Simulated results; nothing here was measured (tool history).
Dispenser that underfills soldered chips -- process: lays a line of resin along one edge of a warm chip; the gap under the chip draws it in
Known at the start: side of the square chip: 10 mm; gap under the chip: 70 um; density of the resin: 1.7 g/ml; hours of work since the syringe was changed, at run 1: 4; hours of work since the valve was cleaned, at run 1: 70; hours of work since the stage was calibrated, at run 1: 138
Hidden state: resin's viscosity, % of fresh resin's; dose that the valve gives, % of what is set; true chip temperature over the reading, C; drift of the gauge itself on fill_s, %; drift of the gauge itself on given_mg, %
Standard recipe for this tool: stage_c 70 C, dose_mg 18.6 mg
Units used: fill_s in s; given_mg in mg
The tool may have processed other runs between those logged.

| run | hour | stage_c | dose_mg | hours of work since the syringe was changed | hours of work since the valve was cleaned | hours of work since the stage was calibrated | fill_s | given_mg |
|---|---|---|---|---|---|---|---|---|
| 1 | 0.0 | 70 | 18.6 | 4 | 70 | 138 | 77.9 | 18.06 |
| 2 | 2.8 | 70 | 18.6 | 6 | 72 | 140 | 92.1 | 18.04 |
|  | 5.5 | new syringe of resin |
| 3 | 7.4 | 70 | 18.6 | 1 | 75 | 143 | 62.8 | 17.95 |
| 4 | 11.8 | 62 | 18.6 | 4 | 78 | 146 | 120.4 | 17.88 |
| 5 | 16.0 | 62 | 18.6 | 7 | 81 | 149 | 150.2 | 17.91 |
|  | 16.7 | new syringe of resin |
| 6 | 20.6 | 62 | 18.6 | 3 | 84 | 152 | 105.8 | 17.97 |
| 7 | 23.3 | 62 | 18.6 | 5 | 86 | 154 | 121.3 | 18.10 |
| 8 | 27.1 | 62 | 18.6 | 7 | 88 | 156 | 153.9 | 17.88 |
|  | 27.7 | new syringe of resin |
| 9 | 30.6 | 70 | 18.9 | 2 | 90 | 158 | 66.7 | 18.04 |
| 10 | 34.4 | 70 | 18.9 | 5 | 93 | 161 | 82.0 | 18.14 |
| 11 | 37.5 | 70 | 18.9 | 7 | 95 | 163 | 99.0 | 17.95 |
|  | 39.0 | new syringe of resin |
| 12 | 40.7 | 70 | 18.9 | 1 | 97 | 165 | 62.6 | 18.05 |
|  | 44.9 | dispensing valve cleaned and set on the balance |
| 13 | 47.3 | 70 | 18.9 | 5 | 2 | 169 | 84.9 | 18.98 |
|  | 51.0 | new syringe of resin |
| 14 | 53.1 | 70 | 17.4 | 1 | 5 | 173 | 63.1 | 17.45 |
| 15 | 57.9 | 70 | 18.3 | 5 | 9 | 176 | 81.1 | 18.45 |
|  | 62.0 | new syringe of resin |
| 16 | 62.6 | 70 | 18.3 | 0 | 12 | 179 | 56.6 | 18.25 |
| 17 | 65.9 | 70 | 18.3 | 3 | 14 | 181 | 68.6 | 18.11 |
| 18 | 69.5 | 60 | 18.6 | 5 | 16 | 184 | 138.6 | 18.39 |
|  | 73.2 | new syringe of resin |
| 19 | 74.6 | 63 | 18.9 | 1 | 20 | 187 | 84.3 | 18.75 |
| 20 | 79.6 | 79 | 16.2 | 4 | 23 | 190 | 54.0 | 16.00 |
| 21 | 82.5 | 79 | 16.2 | 6 | 25 | 192 | 64.0 | 15.94 |
|  | 84.7 | new syringe of resin |
| 22 | 86.0 | 82 | 20.3 | 1 | 27 | 195 | 33.9 | 19.96 |
| 23 | 90.8 | 74 | 17.2 | 4 | 31 | 198 | 66.4 | 16.80 |
| 24 | 93.8 | 64 | 17.4 | 6 | 33 | 200 | 126.6 | 17.28 |
|  | 95.7 | new syringe of resin |
| 25 | 96.7 | 76 | 16.4 | 1 | 34 | 202 | 46.3 | 16.01 |
| 26 | 99.4 | 70 | 20.8 | 2 | 36 | 203 | 66.8 | 20.61 |
| 27 | 105.5 | 84 | 22.2 | 7 | 40 | 208 | 49.5 | 21.78 |

Below are 3 alternative next runs, each starting from the tool's condition after run 27. Predict each:
|  | 107.2 | new syringe of resin |
| A | 109.4 | 84 | 22.0 | 2 | 43 | 210 | ? | ? |
|  | 107.2 | new syringe of resin |
| B | 109.4 | 62 | 22.2 | 2 | 43 | 210 | ? | ? |
|  | 107.2 | new syringe of resin |
| C | 109.4 | 76 | 23.5 | 2 | 43 | 210 | ? | ? |

| run | fill_s | given_mg |
|---|---|---|
| A | 32.7 | 21.55 |
| B | 89.8 | 21.89 |
| C | 46.1 | 23.09 |
The same runs, with their run-to-run variation unchanged, on a tool lacking any hidden condition would have given:
| run | fill_s | given_mg |
|---|---|---|
| A | 30.3 | 21.98 |
| B | 83.7 | 22.32 |
| C | 42.8 | 23.55 |
